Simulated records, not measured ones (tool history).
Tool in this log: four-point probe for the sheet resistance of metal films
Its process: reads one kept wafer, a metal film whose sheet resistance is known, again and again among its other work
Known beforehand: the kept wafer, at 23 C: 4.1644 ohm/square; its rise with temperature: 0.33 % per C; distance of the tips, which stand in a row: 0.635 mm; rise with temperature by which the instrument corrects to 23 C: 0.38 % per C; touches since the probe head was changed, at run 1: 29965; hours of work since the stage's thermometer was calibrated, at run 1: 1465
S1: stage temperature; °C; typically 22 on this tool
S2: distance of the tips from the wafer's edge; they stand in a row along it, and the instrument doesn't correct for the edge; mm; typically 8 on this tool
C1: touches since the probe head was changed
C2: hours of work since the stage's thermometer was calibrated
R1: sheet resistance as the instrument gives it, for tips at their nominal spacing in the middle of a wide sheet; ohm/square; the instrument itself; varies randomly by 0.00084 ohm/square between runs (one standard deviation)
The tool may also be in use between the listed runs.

{"run": 1, "day": 0.0, "S1": 22, "S2": 8, "C1": 29965, "C2": 1465, "R1": 4.213713}
{"run": 2, "day": 3.429, "S1": 22, "S2": 8, "C1": 31382, "C2": 1500, "R1": 4.213388}
{"run": 3, "day": 6.842, "S1": 22, "S2": 16, "C1": 32794, "C2": 1535, "R1": 4.199752}
{"run": 4, "day": 10.604, "S1": 22, "S2": 16, "C1": 34350, "C2": 1574, "R1": 4.200728}
{"run": 5, "day": 13.6, "S1": 22, "S2": 16, "C1": 35588, "C2": 1604, "R1": 4.201132}
{"run": 6, "day": 17.842, "S1": 22, "S2": 16, "C1": 37342, "C2": 1648, "R1": 4.199919}
{"run": 7, "day": 22.258, "S1": 18, "S2": 8, "C1": 39168, "C2": 1693, "R1": 4.220216}
{"run": 8, "day": 25.271, "S1": 18, "S2": 8, "C1": 40413, "C2": 1724, "R1": 4.221604}
{"run": 9, "day": 27.733, "S1": 22, "S2": 8, "C1": 41430, "C2": 1749, "R1": 4.211152}
{"run": 10, "day": 31.867, "S1": 33, "S2": 10, "C1": 43139, "C2": 1791, "R1": 4.178162}
{"day": 32.962, "done": "stage's thermometer calibrated"}
{"run": 11, "day": 36.904, "S1": 27, "S2": 29, "C1": 45213, "C2": 40, "R1": 4.176891}
{"run": 12, "day": 41.108, "S1": 34, "S2": 36, "C1": 46951, "C2": 83, "R1": 4.16043}
{"run": 13, "day": 43.479, "S1": 22, "S2": 66, "C1": 47933, "C2": 108, "R1": 4.186968}
{"run": 14, "day": 47.417, "S1": 19, "S2": 4, "C1": 49560, "C2": 148, "R1": 4.25132}
{"run": 15, "day": 51.258, "S1": 27, "S2": 31, "C1": 51147, "C2": 187, "R1": 4.175015}
{"run": 16, "day": 55.483, "S1": 31, "S2": 18, "C1": 52895, "C2": 231, "R1": 4.167959}
{"run": 17, "day": 58.529, "S1": 22, "S2": 35, "C1": 54154, "C2": 262, "R1": 4.187747}

Measured less the same run without the tool's hidden state. The same run-to-run variation is in both; the gauge's scatter may not be:
The tool's hidden condition here consists of: inner tips' distance over the nominal, %; tips' flats over new ones', %; wafer's true temperature over the reading, C; drift of the gauge itself on sheet_ohm, %.
run=1 R1=+0.032066
run=2 R1=+0.031779
run=3 R1=+0.031399
run=4 R1=+0.031135
run=5 R1=+0.030881
run=6 R1=+0.030572
run=7 R1=+0.030488
run=8 R1=+0.030252
run=9 R1=+0.029922
run=10 R1=+0.029092
run=11 R1=+0.021130
run=12 R1=+0.020714
run=13 R1=+0.020610
run=14 R1=+0.020627
run=15 R1=+0.020025
run=16 R1=+0.019677
run=17 R1=+0.019541
